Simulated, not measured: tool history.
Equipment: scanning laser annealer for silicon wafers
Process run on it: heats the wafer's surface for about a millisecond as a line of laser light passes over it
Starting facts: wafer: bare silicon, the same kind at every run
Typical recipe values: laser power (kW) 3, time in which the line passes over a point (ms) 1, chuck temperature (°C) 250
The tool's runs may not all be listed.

run   hour  laser power (kW)  time in which the line passes over a point (ms)  chuck temperature (°C)  highest temperature of the surface (°C)
  1      0                 3                                                1                     250                                      997
  2   13.4                 3                                             1.12                     250                                     1040
  3   23.7                 3                                                1                     250                                      994
  4   35.2                 3                                                1                     250                                      993
  5   45.8                 3                                                1                     250                                      997
  6   55.9             2.798                                                1                     250                                      942
  7   75.5             2.798                                                1                     250                                      942
  8   85.5             2.798                                                1                     250                                      940
  9  104.9                 3                                             0.79                     250                                      913
 10  124.9                 3                                             0.79                     250                                      910
 11  139.5                 3                                                1                     250                                      997
 12  160.4                 3                                                1                     250                                      996
 13  171.1                 3                                                1                     250                                     1000
 14  184.9                 3                                                1                     250                                      997
 15  206.1             2.933                                                1                     265                                      991
 16  226.1                 3                                              0.7                     250                                      875
     236.6  -- window over the wafer cleaned
 17  238.6                 3                                                1                     259                                     1006
 18  256.5                 3                                                1                     259                                     1006
 19  267.9             2.842                                                1                     271                                      977
 20  288.4                 3                                             0.96                     250                                      981
 21  309.7             2.837                                             0.97                     223                                      913
 22  320.3             3.064                                                1                     250                                     1013
 23  332.3             2.997                                                1                     229                                      974
 24  343.1             3.277                                                1                     252                                     1078
 25  354.8             2.599                                             1.02                     220                                      868

Consider 5 possible next runs. They are alternatives, not a sequence: every one starts from the tool as it was left by run 25. What does each give?
  A  368.7             3.064                                             0.77                     276                                        ?
  B  368.7             2.913                                             0.96                     220                                        ?
  C  368.7              3.19                                             1.02                     220                                        ?
  D  368.7             2.902                                             0.82                     218                                        ?
  E  368.7             2.871                                             1.16                     221                                        ?

run  highest temperature of the surface (°C)
  A                                      947
  B                                      929
  C                                     1029
  D                                      873
  E                                      990
With no hidden state in the tool, these same runs would have given:
run  highest temperature of the surface (°C)
  A                                      947
  B                                      929
  C                                     1029
  D                                      873
  E                                      990
